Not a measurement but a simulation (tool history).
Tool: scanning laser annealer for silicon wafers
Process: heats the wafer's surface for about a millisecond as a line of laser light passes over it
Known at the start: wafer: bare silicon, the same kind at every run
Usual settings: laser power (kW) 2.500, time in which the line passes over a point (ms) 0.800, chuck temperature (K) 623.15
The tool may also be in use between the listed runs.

run   hour  laser power (kW)  time in which the line passes over a point (ms)  chuck temperature (K)  highest temperature of the surface (K)
  1    0.0             2.500                                            0.800                 623.15                                 1372.15
  2   10.4             2.500                                            0.800                 623.15                                 1373.15
  3   18.2             2.500                                            0.800                 623.15                                 1370.15
  4   26.1             2.500                                            0.800                 623.15                                 1375.15
  5   31.0             2.172                                            0.800                 623.15                                 1253.15
  6   41.4             2.172                                            0.800                 623.15                                 1253.15
  7   50.1             2.172                                            0.800                 623.15                                 1253.15
  8   59.1             2.172                                            0.800                 623.15                                 1254.15
  9   66.5             2.172                                            0.800                 623.15                                 1254.15
 10   73.0             2.483                                            0.800                 623.15                                 1364.15
 11   82.0             2.483                                            0.800                 623.15                                 1364.15
 12   92.4             2.501                                            0.779                 603.15                                 1337.15
 13   97.4             2.333                                            0.779                 652.15                                 1323.15
 14  102.3             2.500                                            0.800                 641.15                                 1386.15
 15  109.6             2.515                                            0.940                 586.15                                 1412.15
 16  117.7             2.515                                            0.940                 586.15                                 1412.15
 17  126.3             2.515                                            0.940                 586.15                                 1413.15
 18  133.3             2.362                                            0.603                 645.15                                 1235.15
 19  140.0             2.362                                            0.603                 645.15                                 1233.15
 20  147.1             2.509                                            0.800                 623.15                                 1371.15
 21  153.8             2.637                                            0.800                 662.15                                 1456.15

4 ways to go on from here, each from the tool as it stands after run 21. What would each give?
  A  160.5             2.677                                            0.967                 662.15                                       ?
  B  160.5             2.637                                            0.856                 662.15                                       ?
  C  160.5             2.714                                            0.800                 595.15                                       ?
  D  160.5             2.450                                            0.800                 662.15                                       ?

run  highest temperature of the surface (K)
  A                                 1566.15
  B                                 1487.15
  C                                 1417.15
  D                                 1390.15
Without the tool's hidden state the same runs would have given:
run  highest temperature of the surface (K)
  A                                 1596.15
  B                                 1514.15
  C                                 1444.15
  D                                 1414.15

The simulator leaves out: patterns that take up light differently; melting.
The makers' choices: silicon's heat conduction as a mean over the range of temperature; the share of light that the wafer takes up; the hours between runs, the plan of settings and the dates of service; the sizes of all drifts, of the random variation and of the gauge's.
